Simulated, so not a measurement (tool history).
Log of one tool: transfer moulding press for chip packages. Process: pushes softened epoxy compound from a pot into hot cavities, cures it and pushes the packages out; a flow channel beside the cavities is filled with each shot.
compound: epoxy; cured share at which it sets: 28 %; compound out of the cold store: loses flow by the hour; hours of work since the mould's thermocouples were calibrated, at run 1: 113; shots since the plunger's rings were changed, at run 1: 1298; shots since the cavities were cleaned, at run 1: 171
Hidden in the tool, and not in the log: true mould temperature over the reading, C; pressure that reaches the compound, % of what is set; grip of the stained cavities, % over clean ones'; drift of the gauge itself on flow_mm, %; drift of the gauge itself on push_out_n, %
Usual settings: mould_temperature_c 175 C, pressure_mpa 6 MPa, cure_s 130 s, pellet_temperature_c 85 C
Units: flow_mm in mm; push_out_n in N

| run | day | mould_temperature_c | pressure_mpa | cure_s | pellet_temperature_c | hours of work since the mould's thermocouples were calibrated | shots since the plunger's rings were changed | shots since the cavities were cleaned | incoming compound's hours out of the cold store | flow_mm | push_out_n |
|---|---|---|---|---|---|---|---|---|---|---|---|
| 1 | 0 | 175 | 6 | 130 | 85 | 113 | 1298 | 171 | 45.5 | 869 | 311 |
| 2 | 0.438 | 175 | 6 | 130 | 85 | 117 | 1370 | 243 | 23.7 | 978 | 334 |
| 3 | 0.988 | 175 | 6 | 158 | 85 | 123 | 1460 | 333 | 19.7 | 1005 | 325 |
| 4 | 1.325 | 175 | 6 | 158 | 85 | 127 | 1515 | 388 | 40.5 | 889 | 342 |
| 5 | 1.629 | 175 | 6 | 158 | 85 | 130 | 1565 | 438 | 21.9 | 983 | 332 |
| 6 | 1.9 | 175 | 6 | 158 | 85 | 133 | 1609 | 482 | 18.3 | 999 | 348 |
| 7 | 2.229 | 175 | 6 | 130 | 85 | 136 | 1663 | 536 | 29.3 | 945 | 387 |
| 8 | 2.538 | 175 | 6 | 130 | 85 | 140 | 1714 | 587 | 42.5 | 880 | 383 |
|  | 2.65 | cavities cleaned with cleaning compound and waxed |
| 9 | 3.062 | 175 | 6 | 130 | 85 | 145 | 1790 | 68 | 36.2 | 910 | 265 |
| 10 | 3.688 | 175 | 6 | 143 | 85 | 151 | 1893 | 171 | 14.4 | 1018 | 290 |
| 11 | 4.012 | 172 | 6 | 156 | 85 | 155 | 1946 | 224 | 35.4 | 922 | 315 |
| 12 | 4.467 | 172 | 6 | 156 | 85 | 160 | 2020 | 298 | 31.9 | 936 | 334 |
| 13 | 4.783 | 170 | 5.21 | 120 | 75 | 163 | 2072 | 350 | 28.6 | 900 | 484 |
| 14 | 5.358 | 177 | 5.53 | 123 | 82 | 169 | 2166 | 444 | 40.4 | 847 | 376 |
| 15 | 5.846 | 177 | 5.53 | 123 | 82 | 175 | 2247 | 525 | 38.1 | 858 | 382 |
|  | 6.362 | cavities cleaned with cleaning compound and waxed |
| 16 | 6.408 | 177 | 5.53 | 123 | 82 | 180 | 2328 | 7 | 24.9 | 914 | 230 |
| 17 | 6.817 | 170 | 6.88 | 130 | 81 | 184 | 2395 | 74 | 23.1 | 1061 | 314 |

3 ways to go on from here, each from the tool as it stands after run 17. What would each give?
| A | 7.388 | 175 | 6 | 117 | 85 | 190 | 2489 | 168 | 37 | ? | ? |
| B | 7.388 | 173 | 5.7 | 127 | 85 | 190 | 2489 | 168 | 19.3 | ? | ? |
| C | 7.388 | 172 | 5.8 | 111 | 81 | 190 | 2489 | 168 | 31.6 | ? | ? |

| run | flow_mm | push_out_n |
|---|---|---|
| A | 900 | 325 |
| B | 967 | 320 |
| C | 917 | 445 |
Without the tool's hidden state the same runs would have given:
| run | flow_mm | push_out_n |
|---|---|---|
| A | 924 | 262 |
| B | 992 | 257 |
| C | 942 | 363 |
